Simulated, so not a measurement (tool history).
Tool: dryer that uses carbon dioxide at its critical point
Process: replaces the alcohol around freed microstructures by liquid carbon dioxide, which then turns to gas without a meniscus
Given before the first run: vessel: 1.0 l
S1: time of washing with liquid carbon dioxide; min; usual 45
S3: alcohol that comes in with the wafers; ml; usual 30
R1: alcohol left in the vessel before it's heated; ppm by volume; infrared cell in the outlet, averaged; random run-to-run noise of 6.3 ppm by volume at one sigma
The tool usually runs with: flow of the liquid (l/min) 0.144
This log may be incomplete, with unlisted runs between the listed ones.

Run 1, hour 0: usual settings. Result: R1 316 ppm by volume.
Run 2, hour 8.9: usual settings. Result: R1 314 ppm by volume.
Run 3, hour 16: usual settings. Result: R1 315 ppm by volume.
Run 4, hour 25.5: usual settings but S1 37 min. Result: R1 683 ppm by volume.
Run 5, hour 33.4: usual settings but S1 37 min. Result: R1 708 ppm by volume.
Run 6, hour 43.9: usual settings but S1 37 min. Result: R1 685 ppm by volume.
Run 7, hour 52.5: usual settings but S3 76 ml. Result: R1 772 ppm by volume.
Run 8, hour 62.5: usual settings but S3 24 ml. Result: R1 285 ppm by volume.
Run 9, hour 73.1: usual settings but S1 31 min. Result: R1 1305 ppm by volume.
Run 10, hour 79.7: usual settings. Result: R1 344 ppm by volume.
Run 11, hour 84.5: usual settings but S1 57 min. Result: R1 146 ppm by volume.
Run 12, hour 95.3: usual settings but S1 57 min. Result: R1 148 ppm by volume.
Run 13, hour 103: usual settings but S1 57 min. Result: R1 154 ppm by volume.
Run 14, hour 110.6: usual settings but S1 57 min. Result: R1 152 ppm by volume.
Run 15, hour 116.3: usual settings but S1 57 min, flow of the liquid (l/min) 0.186. Result: R1 85 ppm by volume.
Run 16, hour 127.6: usual settings but S3 34 ml. Result: R1 401 ppm by volume.
Run 17, hour 132.4: usual settings but flow of the liquid (l/min) 0.138. Result: R1 437 ppm by volume.
Run 18, hour 140: usual settings but flow of the liquid (l/min) 0.138. Result: R1 438 ppm by volume.
Run 19, hour 150.6: usual settings but flow of the liquid (l/min) 0.138. Result: R1 432 ppm by volume.
Run 20, hour 156: usual settings but flow of the liquid (l/min) 0.138. Result: R1 429 ppm by volume.
Run 21, hour 161.1: usual settings. Result: R1 389 ppm by volume.
Run 22, hour 169.5: usual settings. Result: R1 379 ppm by volume.
Run 23, hour 174.8: usual settings. Result: R1 377 ppm by volume.
Run 24, hour 182.4: usual settings but flow of the liquid (l/min) 0.152, S3 28 ml. Result: R1 309 ppm by volume.
Run 25, hour 192.8: usual settings but flow of the liquid (l/min) 0.152, S3 28 ml. Result: R1 310 ppm by volume.
Run 26, hour 200.7: usual settings but flow of the liquid (l/min) 0.089. Result: R1 1696 ppm by volume.
Run 27, hour 210.3: usual settings but S3 61 ml. Result: R1 725 ppm by volume.
Run 28, hour 216.8: usual settings but S1 28 min, flow of the liquid (l/min) 0.16, S3 34 ml. Result: R1 1586 ppm by volume.
Run 29, hour 225.6: usual settings but S1 28 min, flow of the liquid (l/min) 0.207, S3 34 ml. Result: R1 724 ppm by volume.
Run 30, hour 231.7: usual settings but S1 28 min, flow of the liquid (l/min) 0.113, S3 82 ml. Result: R1 8714 ppm by volume.
Run 31, hour 239.2: usual settings but S1 28 min, flow of the liquid (l/min) 0.113, S3 82 ml. Result: R1 8734 ppm by volume.
Run 32, hour 244.8: usual settings but S1 62 min. Result: R1 151 ppm by volume.
Run 33, hour 256.1: usual settings but S1 47 min, flow of the liquid (l/min) 0.111, S3 44 ml. Result: R1 1196 ppm by volume.
Run 34, hour 264.9: usual settings but S1 59 min, flow of the liquid (l/min) 0.205, S3 22 ml. Result: R1 93 ppm by volume.
Run 35, hour 273.5: usual settings but S1 67 min, flow of the liquid (l/min) 0.205, S3 50 ml. Result: R1 89 ppm by volume.
Run 36, hour 282.2: usual settings but S1 48 min, flow of the liquid (l/min) 0.09, S3 66 ml. Result: R1 3113 ppm by volume.
Run 37, hour 291.6: usual settings but S1 48 min, flow of the liquid (l/min) 0.09, S3 66 ml. Result: R1 3139 ppm by volume.
Run 38, hour 301.7: usual settings but S1 65 min, flow of the liquid (l/min) 0.132, S3 22 ml. Result: R1 147 ppm by volume.
Run 39, hour 307.8: usual settings but S1 65 min, flow of the liquid (l/min) 0.132, S3 22 ml. Result: R1 160 ppm by volume.
Run 40, hour 312.6: usual settings but S1 43 min, S3 57 ml. Result: R1 917 ppm by volume.
Run 41, hour 322.6: usual settings but S1 56 min, flow of the liquid (l/min) 0.146, S3 75 ml. Result: R1 390 ppm by volume.
Run 42, hour 332.7: usual settings but S1 32 min, flow of the liquid (l/min) 0.229, S3 31 ml. Result: R1 333 ppm by volume.
Run 43, hour 338: usual settings but S1 32 min, flow of the liquid (l/min) 0.229, S3 31 ml. Result: R1 330 ppm by volume.
Run 44, hour 346.8: usual settings but S1 39 min, flow of the liquid (l/min) 0.236, S3 66 ml. Result: R1 247 ppm by volume.

Below, some changes in R1 between adjacent runs. For each, the amount present without the hidden state too (settings, incoming material, random variation) and the amount remaining for the hidden state with gauge scatter not shared by both compared results:
Hidden state present: flow that reaches the vessel past the clogged filter, %; alcohol in the recycled carbon dioxide, ppm; drift of the gauge itself on alcohol_ppm, %.
Run 29 -> 30: flow of the liquid (l/min) 0.207 -> 0.113, S3 34 -> 82. R1 +7990 ppm by volume: hidden state +942, all else +7048.
Run 31 -> 32: S1 28 -> 62, flow of the liquid (l/min) 0.113 -> 0.144, S3 82 -> 30. R1 -8583 ppm by volume: hidden state -1078, all else -7505.
Run 35 -> 36: S1 67 -> 48, flow of the liquid (l/min) 0.205 -> 0.09, S3 50 -> 66. R1 +3024 ppm by volume: hidden state +585, all else +2439.
